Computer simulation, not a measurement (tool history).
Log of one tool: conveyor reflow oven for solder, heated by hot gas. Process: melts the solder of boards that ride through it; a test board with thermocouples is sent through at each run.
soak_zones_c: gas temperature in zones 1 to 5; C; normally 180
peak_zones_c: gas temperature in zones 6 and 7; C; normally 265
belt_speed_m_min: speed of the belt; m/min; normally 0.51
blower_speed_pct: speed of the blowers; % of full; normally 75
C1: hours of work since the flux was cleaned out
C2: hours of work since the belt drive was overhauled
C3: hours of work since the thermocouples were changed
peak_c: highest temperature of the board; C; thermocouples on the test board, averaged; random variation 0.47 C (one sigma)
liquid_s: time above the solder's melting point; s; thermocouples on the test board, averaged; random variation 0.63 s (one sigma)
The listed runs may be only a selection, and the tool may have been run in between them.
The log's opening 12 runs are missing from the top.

{"run": 13, "hour": 185.7, "soak_zones_c": 180, "peak_zones_c": 261, "belt_speed_m_min": 0.51, "blower_speed_pct": 75, "C1": 326, "C2": 284, "C3": 304, "peak_c": 244.6, "liquid_s": 57.7}
{"run": 14, "hour": 195.6, "soak_zones_c": 178, "peak_zones_c": 261, "belt_speed_m_min": 0.51, "blower_speed_pct": 75, "C1": 333, "C2": 291, "C3": 311, "peak_c": 244, "liquid_s": 56.1}
{"run": 15, "hour": 212.9, "soak_zones_c": 178, "peak_zones_c": 261, "belt_speed_m_min": 0.51, "blower_speed_pct": 75, "C1": 346, "C2": 304, "C3": 324, "peak_c": 243.8, "liquid_s": 54.8}
{"run": 16, "hour": 230.2, "soak_zones_c": 168, "peak_zones_c": 261, "belt_speed_m_min": 0.489, "blower_speed_pct": 51, "C1": 358, "C2": 316, "C3": 336, "peak_c": 239.4, "liquid_s": 46.6}
{"hour": 237.0, "done": "flux residue cleaned out of gas plates and filters"}
{"run": 17, "hour": 246.5, "soak_zones_c": 174, "peak_zones_c": 265, "belt_speed_m_min": 0.51, "blower_speed_pct": 60, "C1": 7, "C2": 324, "C3": 345, "peak_c": 242.7, "liquid_s": 51.2}
{"run": 18, "hour": 262.0, "soak_zones_c": 180, "peak_zones_c": 278, "belt_speed_m_min": 0.51, "blower_speed_pct": 90, "C1": 18, "C2": 336, "C3": 356, "peak_c": 258.4, "liquid_s": 68.2}
{"run": 19, "hour": 275.0, "soak_zones_c": 180, "peak_zones_c": 278, "belt_speed_m_min": 0.499, "blower_speed_pct": 72, "C1": 28, "C2": 345, "C3": 365, "peak_c": 257.5, "liquid_s": 68.2}
{"run": 20, "hour": 285.0, "soak_zones_c": 192, "peak_zones_c": 265, "belt_speed_m_min": 0.598, "blower_speed_pct": 75, "C1": 35, "C2": 352, "C3": 373, "peak_c": 243.5, "liquid_s": 50.4}
{"run": 21, "hour": 302.0, "soak_zones_c": 180, "peak_zones_c": 254, "belt_speed_m_min": 0.558, "blower_speed_pct": 75, "C1": 47, "C2": 365, "C3": 385, "peak_c": 234.4, "liquid_s": 38.3}
{"run": 22, "hour": 322.9, "soak_zones_c": 180, "peak_zones_c": 254, "belt_speed_m_min": 0.558, "blower_speed_pct": 66, "C1": 62, "C2": 380, "C3": 400, "peak_c": 232.5, "liquid_s": 35.4}
{"run": 23, "hour": 340.1, "soak_zones_c": 181, "peak_zones_c": 255, "belt_speed_m_min": 0.462, "blower_speed_pct": 75, "C1": 75, "C2": 392, "C3": 413, "peak_c": 240.2, "liquid_s": 59.5}
{"hour": 350.8, "done": "flux residue cleaned out of gas plates and filters, once more"}
{"run": 24, "hour": 359.7, "soak_zones_c": 177, "peak_zones_c": 255, "belt_speed_m_min": 0.462, "blower_speed_pct": 71, "C1": 6, "C2": 403, "C3": 423, "peak_c": 242.8, "liquid_s": 64.1}
{"run": 25, "hour": 372.6, "soak_zones_c": 177, "peak_zones_c": 271, "belt_speed_m_min": 0.51, "blower_speed_pct": 60, "C1": 16, "C2": 412, "C3": 433, "peak_c": 252.8, "liquid_s": 62.6}
{"run": 26, "hour": 391.1, "soak_zones_c": 177, "peak_zones_c": 271, "belt_speed_m_min": 0.51, "blower_speed_pct": 60, "C1": 29, "C2": 426, "C3": 446, "peak_c": 252.2, "liquid_s": 63.5}
{"run": 27, "hour": 410.5, "soak_zones_c": 193, "peak_zones_c": 271, "belt_speed_m_min": 0.467, "blower_speed_pct": 60, "C1": 43, "C2": 440, "C3": 460, "peak_c": 256.6, "liquid_s": 80.9}
{"run": 28, "hour": 432.1, "soak_zones_c": 193, "peak_zones_c": 271, "belt_speed_m_min": 0.467, "blower_speed_pct": 60, "C1": 59, "C2": 456, "C3": 476, "peak_c": 257.8, "liquid_s": 81.4}
{"run": 29, "hour": 443.1, "soak_zones_c": 180, "peak_zones_c": 277, "belt_speed_m_min": 0.51, "blower_speed_pct": 71, "C1": 67, "C2": 464, "C3": 484, "peak_c": 260.1, "liquid_s": 70.3}
{"run": 30, "hour": 460.8, "soak_zones_c": 183, "peak_zones_c": 277, "belt_speed_m_min": 0.479, "blower_speed_pct": 71, "C1": 80, "C2": 476, "C3": 497, "peak_c": 261, "liquid_s": 76}

Each row is a separate what-if for the run after 30, all from the same tool condition, not one after another. Results?
{"run": "A", "hour": 477.0, "soak_zones_c": 183, "peak_zones_c": 277, "belt_speed_m_min": 0.423, "blower_speed_pct": 71, "C1": 92, "C2": 488, "C3": 509, "peak_c": "?", "liquid_s": "?"}
{"run": "B", "hour": 477.0, "soak_zones_c": 183, "peak_zones_c": 255, "belt_speed_m_min": 0.521, "blower_speed_pct": 72, "C1": 92, "C2": 488, "C3": 509, "peak_c": "?", "liquid_s": "?"}
{"run": "C", "hour": 477.0, "soak_zones_c": 180, "peak_zones_c": 255, "belt_speed_m_min": 0.443, "blower_speed_pct": 87, "C1": 92, "C2": 488, "C3": 509, "peak_c": "?", "liquid_s": "?"}

run=A peak_c=265.1 liquid_s=88.4
run=B peak_c=241.2 liquid_s=53.9
run=C peak_c=245.5 liquid_s=71.5
Had the tool no hidden state, the same runs would have come out as:
run=A peak_c=267.1 liquid_s=88.9
run=B peak_c=243.2 liquid_s=55.7
run=C peak_c=247.5 liquid_s=73.1
